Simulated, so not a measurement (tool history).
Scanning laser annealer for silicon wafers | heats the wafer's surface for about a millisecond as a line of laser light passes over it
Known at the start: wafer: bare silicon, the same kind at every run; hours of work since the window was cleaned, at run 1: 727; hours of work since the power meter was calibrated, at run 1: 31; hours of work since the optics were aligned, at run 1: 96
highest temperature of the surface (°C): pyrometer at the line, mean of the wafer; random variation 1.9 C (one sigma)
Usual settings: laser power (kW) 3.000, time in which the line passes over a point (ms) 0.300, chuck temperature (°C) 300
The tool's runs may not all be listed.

run,day,laser power (kW),time in which the line passes over a point (ms),chuck temperature (°C),hours of work since the window was cleaned,hours of work since the power meter was calibrated,hours of work since the optics were aligned,highest temperature of the surface (°C)
1,0.000,3.000,0.300,300,727,31,96,1082
2,0.496,3.000,0.336,300,733,37,102,1134
3,0.883,3.000,0.274,300,738,41,106,1045
4,1.096,3.000,0.274,300,741,44,109,1044
5,1.558,3.000,0.274,300,746,50,114,1046
6,2.058,3.000,0.362,300,752,56,120,1170
7,2.400,3.000,0.362,300,756,60,125,1168
8,2.754,3.000,0.300,272,761,64,129,1056
9,3.158,3.000,0.300,272,765,69,134,1052
10,3.488,3.000,0.300,272,769,73,138,1054
11,3.850,3.000,0.300,300,774,77,142,1080
# day 4.354: window over the wafer cleaned
12,4.404,3.000,0.300,300,1,83,148,1119
13,4.912,3.000,0.300,300,7,89,154,1122
14,5.400,3.000,0.300,300,13,95,160,1119
15,5.842,3.000,0.300,300,18,100,165,1123
16,6.338,3.000,0.300,261,24,106,171,1084
17,6.667,3.000,0.300,300,28,110,175,1121
18,7.142,3.000,0.300,300,33,116,181,1122
19,7.562,3.000,0.300,300,39,121,186,1121
20,7.983,3.000,0.300,300,44,126,191,1119
21,8.242,3.000,0.300,327,47,129,194,1145
22,8.525,3.097,0.356,264,50,132,197,1198
23,8.962,2.649,0.356,318,55,137,202,1090
24,9.338,2.921,0.273,293,60,142,207,1048
25,9.633,2.921,0.330,327,63,146,210,1163
26,10.112,2.921,0.330,327,69,151,216,1162
27,10.333,2.921,0.330,274,72,154,219,1109
# day 10.583: optics aligned, line set to its width
28,10.808,2.794,0.328,283,75,157,3,1070
29,11.250,3.000,0.278,293,80,162,8,1076
30,11.717,2.746,0.311,340,86,168,14,1084
# day 12.346: optics aligned, line set to its width, once more
31,12.346,3.000,0.298,324,91,173,0,1142
32,12.725,3.000,0.298,324,96,178,5,1139
33,13.104,3.044,0.377,288,100,182,9,1230
34,13.308,3.166,0.314,287,103,185,12,1185
35,13.675,2.883,0.351,267,107,189,16,1114
36,13.983,3.000,0.300,277,111,193,20,1095
37,14.238,3.000,0.300,297,114,196,23,1118
38,14.504,2.615,0.313,320,117,199,26,1028
39,15.008,2.905,0.284,330,123,205,32,1091
40,15.504,2.837,0.297,300,129,211,38,1055
41,15.854,2.837,0.314,338,133,215,42,1116

3 ways to go on from here, each from the tool as it stands after run 41. What would each give?
A,16.358,3.077,0.314,311,139,221,48,?
B,16.358,2.835,0.300,300,139,221,48,?
C,16.358,2.834,0.228,276,139,221,48,?

run,highest temperature of the surface (°C)
A,1176
B,1060
C,931
Without the tool's hidden state the same runs would have given:
run,highest temperature of the surface (°C)
A,1186
B,1069
C,939
